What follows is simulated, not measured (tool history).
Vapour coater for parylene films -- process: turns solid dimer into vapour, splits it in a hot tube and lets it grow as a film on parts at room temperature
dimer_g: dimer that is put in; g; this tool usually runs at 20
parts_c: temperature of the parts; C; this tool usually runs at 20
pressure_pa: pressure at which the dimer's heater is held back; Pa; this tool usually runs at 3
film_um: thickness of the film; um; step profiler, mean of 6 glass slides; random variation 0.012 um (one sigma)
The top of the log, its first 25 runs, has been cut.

| run | hour | dimer_g | parts_c | pressure_pa | film_um |
|---|---|---|---|---|---|
| 26 | 566.2 | 28 | 26 | 3 | 3.46 |
| 27 | 593.5 | 14 | 21 | 3.57 | 1.96 |
| 28 | 620.1 | 34 | 20 | 5.96 | 4.6 |
| 29 | 640.1 | 19 | 21 | 2.21 | 2.8 |
| 30 | 662.1 | 20 | 21 | 2.21 | 2.94 |
| 31 | 692.7 | 14 | 30 | 2.22 | 1.57 |
| 32 | 719.3 | 14 | 30 | 2.22 | 1.57 |
| 33 | 751.2 | 11 | 25 | 11.54 | 1.17 |
| 34 | 774.9 | 11 | 25 | 11.54 | 1.16 |
| 35 | 796.6 | 11 | 25 | 11.54 | 1.16 |
| 36 | 822.5 | 17 | 13 | 9.82 | 2.6 |
| 37 | 842.5 | 9 | 20 | 3.95 | 1.24 |
| 38 | 870.4 | 18 | 17 | 3 | 2.77 |
| 39 | 890.4 | 13 | 16 | 3.54 | 2.02 |
|  | 910 | trap's valve overhauled |
| 40 | 914.5 | 25 | 22 | 4.45 | 3.44 |
| 41 | 940.2 | 35 | 16 | 9.29 | 5.26 |
| 42 | 965.9 | 35 | 16 | 9.29 | 5.26 |
| 43 | 986.1 | 17 | 16 | 5.34 | 2.69 |
| 44 | 1001.3 | 20 | 27 | 3 | 2.46 |
| 45 | 1029.6 | 11 | 13 | 2.8 | 2.06 |
| 46 | 1046.1 | 8 | 13 | 2.8 | 1.49 |
| 47 | 1068.8 | 20 | 21 | 10.24 | 2.53 |
| 48 | 1085.3 | 17 | 13 | 3.05 | 3.11 |

Branching from run 48: 3 alternative next runs. What would each branch give?
| A | 1114.8 | 17 | 27 | 3.05 | ? |
| B | 1114.8 | 12 | 22 | 3.05 | ? |
| C | 1114.8 | 28 | 18 | 7.12 | ? |

| run | film_um |
|---|---|
| A | 2.07 |
| B | 1.68 |
| C | 3.96 |
Stripped of hidden state, with their random variation kept, the same runs would have yielded:
| run | film_um |
|---|---|
| A | 2.11 |
| B | 1.71 |
| C | 4.03 |
